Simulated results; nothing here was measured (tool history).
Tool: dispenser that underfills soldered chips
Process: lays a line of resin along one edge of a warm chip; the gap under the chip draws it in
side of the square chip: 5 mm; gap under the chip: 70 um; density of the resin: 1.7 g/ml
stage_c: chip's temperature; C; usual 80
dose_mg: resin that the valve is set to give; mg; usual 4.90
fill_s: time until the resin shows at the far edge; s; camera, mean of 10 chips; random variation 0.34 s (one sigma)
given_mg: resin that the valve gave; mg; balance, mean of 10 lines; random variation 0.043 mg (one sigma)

| run | hour | stage_c | dose_mg | fill_s | given_mg |
|---|---|---|---|---|---|
| 1 | 0.0 | 80 | 4.90 | 17.1 | 4.59 |
| 2 | 7.4 | 80 | 4.90 | 19.8 | 4.81 |
| 3 | 11.3 | 80 | 4.90 | 16.8 | 4.92 |
| 4 | 15.8 | 80 | 4.90 | 19.6 | 4.88 |
| 5 | 20.8 | 89 | 4.90 | 11.2 | 4.83 |
| 6 | 26.6 | 89 | 4.90 | 13.6 | 4.86 |
| 7 | 32.9 | 89 | 4.90 | 12.0 | 4.81 |
| 8 | 37.2 | 89 | 4.90 | 13.9 | 4.85 |
| 9 | 42.0 | 80 | 4.90 | 16.7 | 4.84 |
| 10 | 47.7 | 80 | 5.00 | 19.6 | 4.87 |
| 11 | 54.9 | 80 | 4.90 | 18.5 | 4.77 |
| 12 | 59.6 | 80 | 4.90 | 21.0 | 4.79 |
| 13 | 67.3 | 80 | 4.90 | 19.4 | 4.74 |
| 14 | 72.4 | 80 | 4.90 | 16.7 | 4.70 |
| 15 | 78.6 | 80 | 5.31 | 19.5 | 5.19 |
| 16 | 83.9 | 80 | 5.31 | 16.6 | 5.12 |
| 17 | 90.5 | 80 | 5.31 | 21.0 | 5.11 |
| 18 | 94.9 | 80 | 4.90 | 17.4 | 4.74 |
| 19 | 101.0 | 65 | 4.90 | 37.9 | 4.68 |
| 20 | 105.3 | 93 | 5.80 | 11.2 | 5.58 |
| 21 | 113.5 | 68 | 4.54 | 26.8 | 4.30 |
| 22 | 117.0 | 72 | 6.36 | 23.9 | 6.07 |
| 23 | 121.2 | 88 | 4.90 | 14.9 | 4.63 |
| 24 | 128.5 | 78 | 6.33 | 19.9 | 6.01 |
| 25 | 135.5 | 78 | 6.33 | 18.4 | 6.01 |
| 26 | 141.8 | 78 | 6.33 | 22.1 | 5.89 |
| 27 | 147.0 | 84 | 4.60 | 15.4 | 4.27 |
| 28 | 150.5 | 77 | 5.25 | 22.0 | 4.97 |
| 29 | 159.8 | 92 | 4.28 | 12.2 | 4.25 |
| 30 | 163.4 | 92 | 4.28 | 13.1 | 4.25 |
| 31 | 168.2 | 67 | 4.50 | 29.0 | 4.46 |
| 32 | 175.3 | 84 | 5.91 | 12.9 | 5.84 |
| 33 | 182.8 | 84 | 5.91 | 16.6 | 5.87 |
| 34 | 190.8 | 71 | 5.89 | 25.9 | 5.78 |
| 35 | 197.6 | 66 | 5.91 | 29.2 | 5.84 |
| 36 | 205.0 | 80 | 4.46 | 21.2 | 4.39 |

Not shown: 21 entries that the log had between the listed runs. Between which runs, and how does the tool's hidden state differ before and after?
Between runs 1 and 2: dispensing valve cleaned and set on the balance (hour 4.1)
  resin's viscosity, % of fresh resin's: 104.1 -> 125.3; dose that the valve gives, % of what is set: 93.69 -> 99.93; true chip temperature over the reading, C: -0.34 -> -0.35
  measured less the result without the state, fill_s: +0.9 -> +4.2 s; given_mg: -0.31 -> +0.00 mg
Between runs 2 and 3: new syringe of resin (hour 9.5)
  resin's viscosity, % of fresh resin's: 125.3 -> 105.9; dose that the valve gives, % of what is set: 99.93 -> 99.77; true chip temperature over the reading, C: -0.35 -> -0.36
  measured less the result without the state, fill_s: +4.2 -> +1.1 s; given_mg: +0.00 -> -0.01 mg
Between runs 4 and 5: new syringe of resin (hour 19.8)
  resin's viscosity, % of fresh resin's: 120.5 -> 101.5; dose that the valve gives, % of what is set: 99.57 -> 99.37; true chip temperature over the reading, C: -0.37 -> -0.38
  measured less the result without the state, fill_s: +3.5 -> +0.3 s; given_mg: -0.02 -> -0.03 mg
Between runs 6 and 7: new syringe of resin (hour 30.3)
  resin's viscosity, % of fresh resin's: 120 -> 109.8; dose that the valve gives, % of what is set: 99.11 -> 98.84; true chip temperature over the reading, C: -0.4 -> -0.41
  measured less the result without the state, fill_s: +2.4 -> +1.3 s; given_mg: -0.05 -> -0.06 mg
Between runs 8 and 9: new syringe of resin (hour 40.4)
  resin's viscosity, % of fresh resin's: 124.3 -> 104.1; dose that the valve gives, % of what is set: 98.65 -> 98.46; true chip temperature over the reading, C: -0.42 -> -0.43
  measured less the result without the state, fill_s: +2.9 -> +1.0 s; given_mg: -0.06 -> -0.08 mg
Between runs 10 and 11: new syringe of resin (hour 50.6)
  resin's viscosity, % of fresh resin's: 122.8 -> 113.8; dose that the valve gives, % of what is set: 98.21 -> 97.91; true chip temperature over the reading, C: -0.45 -> -0.47
  measured less the result without the state, fill_s: +3.9 -> +2.5 s; given_mg: -0.09 -> -0.10 mg
Between runs 12 and 13: new syringe of resin (hour 60.9)
  resin's viscosity, % of fresh resin's: 130.2 -> 119; dose that the valve gives, % of what is set: 97.72 -> 97.37; true chip temperature over the reading, C: -0.48 -> -0.5
  measured less the result without the state, fill_s: +5.2 -> +3.3 s; given_mg: -0.12 -> -0.13 mg
Between runs 13 and 14: new syringe of resin (hour 71.3)
  resin's viscosity, % of fresh resin's: 119 -> 103.7; dose that the valve gives, % of what is set: 97.37 -> 97.16; true chip temperature over the reading, C: -0.5 -> -0.51
  measured less the result without the state, fill_s: +3.3 -> +0.9 s; given_mg: -0.13 -> -0.14 mg
Between runs 15 and 16: new syringe of resin (hour 81.8)
  resin's viscosity, % of fresh resin's: 124.2 -> 107; dose that the valve gives, % of what is set: 96.91 -> 96.68; true chip temperature over the reading, C: -0.53 -> -0.54
  measured less the result without the state, fill_s: +4.2 -> +1.5 s; given_mg: -0.16 -> -0.18 mg
Between runs 17 and 18: new syringe of resin (hour 91.9)
  resin's viscosity, % of fresh resin's: 129.4 -> 109.8; dose that the valve gives, % of what is set: 96.38 -> 96.18; true chip temperature over the reading, C: -0.56 -> -0.57
  measured less the result without the state, fill_s: +5.1 -> +2.0 s; given_mg: -0.20 -> -0.19 mg
Between runs 19 and 20: new syringe of resin (hour 102.0)
  resin's viscosity, % of fresh resin's: 130.7 -> 111.3; dose that the valve gives, % of what is set: 95.92 -> 95.75; true chip temperature over the reading, C: -0.58 -> -0.59
  measured less the result without the state, fill_s: +9.8 -> +1.3 s; given_mg: -0.20 -> -0.25 mg
Between runs 20 and 21: new syringe of resin (hour 112.6)
  resin's viscosity, % of fresh resin's: 111.3 -> 102.5; dose that the valve gives, % of what is set: 95.75 -> 95.41; true chip temperature over the reading, C: -0.59 -> -0.61
  measured less the result without the state, fill_s: +1.3 -> +1.5 s; given_mg: -0.25 -> -0.20 mg
Between runs 23 and 24: new syringe of resin (hour 122.8)
  resin's viscosity, % of fresh resin's: 127.8 -> 119.6; dose that the valve gives, % of what is set: 95.06 -> 94.74; true chip temperature over the reading, C: -0.63 -> -0.65
  measured less the result without the state, fill_s: +3.6 -> +3.8 s; given_mg: -0.24 -> -0.33 mg
Between runs 24 and 25: new syringe of resin (hour 132.9)
  resin's viscosity, % of fresh resin's: 119.6 -> 107; dose that the valve gives, % of what is set: 94.74 -> 94.44; true chip temperature over the reading, C: -0.65 -> -0.66
  measured less the result without the state, fill_s: +3.8 -> +1.7 s; given_mg: -0.33 -> -0.35 mg
Between runs 26 and 27: new syringe of resin (hour 143.5)
  resin's viscosity, % of fresh resin's: 128.2 -> 109.9; dose that the valve gives, % of what is set: 94.15 -> 93.94; true chip temperature over the reading, C: -0.68 -> -0.69
  measured less the result without the state, fill_s: +5.3 -> +1.9 s; given_mg: -0.37 -> -0.27 mg
Between runs 28 and 29: dispensing valve cleaned and set on the balance (hour 153.5); new syringe of resin (hour 155.0)
  resin's viscosity, % of fresh resin's: 121.4 -> 115.4; dose that the valve gives, % of what is set: 93.76 -> 99.88; true chip temperature over the reading, C: -0.7 -> -0.72
  measured less the result without the state, fill_s: +4.3 -> +1.9 s; given_mg: -0.33 -> +0.00 mg
Between runs 30 and 31: new syringe of resin (hour 165.1)
  resin's viscosity, % of fresh resin's: 127.7 -> 109.5; dose that the valve gives, % of what is set: 99.73 -> 99.51; true chip temperature over the reading, C: -0.73 -> -0.74
  measured less the result without the state, fill_s: +3.1 -> +3.4 s; given_mg: -0.01 -> -0.02 mg
Between runs 31 and 32: new syringe of resin (hour 175.3)
  resin's viscosity, % of fresh resin's: 109.5 -> 98.8; dose that the valve gives, % of what is set: 99.51 -> 99.2; true chip temperature over the reading, C: -0.74 -> -0.76
  measured less the result without the state, fill_s: +3.4 -> +0.2 s; given_mg: -0.02 -> -0.04 mg
Between runs 33 and 34: new syringe of resin (hour 185.5)
  resin's viscosity, % of fresh resin's: 122.4 -> 116.8; dose that the valve gives, % of what is set: 98.86 -> 98.52; true chip temperature over the reading, C: -0.78 -> -0.8
  measured less the result without the state, fill_s: +3.5 -> +4.6 s; given_mg: -0.07 -> -0.09 mg
Between runs 34 and 35: new syringe of resin (hour 195.6)
  resin's viscosity, % of fresh resin's: 116.8 -> 106.6; dose that the valve gives, % of what is set: 98.52 -> 98.23; true chip temperature over the reading, C: -0.8 -> -0.81
  measured less the result without the state, fill_s: +4.6 -> +2.7 s; given_mg: -0.09 -> -0.10 mg
